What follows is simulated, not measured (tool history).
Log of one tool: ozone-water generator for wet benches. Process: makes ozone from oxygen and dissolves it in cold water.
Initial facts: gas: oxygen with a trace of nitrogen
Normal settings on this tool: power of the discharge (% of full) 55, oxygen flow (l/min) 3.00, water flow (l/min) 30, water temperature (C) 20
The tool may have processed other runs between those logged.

run,hour,power of the discharge (% of full),oxygen flow (l/min),water flow (l/min),water temperature (C),dissolved ozone (ppm),ozone in the gas ahead of the water (g/m3)
1,0.0,55,3.00,30,20,5.4,125.3
2,97.1,55,3.00,30,20,5.5,125.8
3,198.6,55,3.00,30,20,5.5,125.3
4,256.4,55,3.00,30,20,5.5,124.8
5,360.9,55,3.00,30,20,5.4,125.8
6,462.8,55,3.00,30,20,5.5,124.9
7,570.3,55,4.92,30,20,5.9,94.6
8,688.0,55,4.92,30,20,5.8,93.7
9,765.7,55,4.92,30,20,5.8,94.0
# hour 772.7: water thermometer calibrated
10,857.8,55,4.92,30,20,5.8,94.2
11,966.4,55,3.72,30,20,5.5,111.5
12,1067.0,55,3.00,28,23,5.7,123.0
13,1127.5,43,1.61,39,20,2.9,155.2
14,1216.1,63,4.27,30,20,6.2,109.3
# hour 1256.4: water thermometer calibrated, once more
15,1281.0,55,3.00,43,14,3.7,124.0
16,1376.7,55,3.00,32,20,4.9,123.2
17,1478.6,55,3.00,30,15,5.5,124.3
18,1548.7,57,1.77,36,20,4.0,168.7
19,1613.8,57,4.15,36,12,5.0,104.4

For some of the steps in dissolved ozone (ppm) from one run to the next: how much would appear even if the tool had no hidden state, given the settings, what came in and random variation, and how much remains for the hidden state plus any gauge scatter that the measured result and the result without hidden state don't share?
The hidden state here: yield of the discharge, % of new electrodes'; contactor's efficiency, % of a clean one's; true water temperature over the reading, C; drift of the gauge itself on ozone_ppm, %; drift of the gauge itself on gas_g_m3, %.
Run 13 -> 14: power of the discharge (% of full) 43 -> 63, oxygen flow (l/min) 1.61 -> 4.27, water flow (l/min) 39 -> 30. dissolved ozone (ppm) +3.3: hidden state -0.3, all else +3.6.
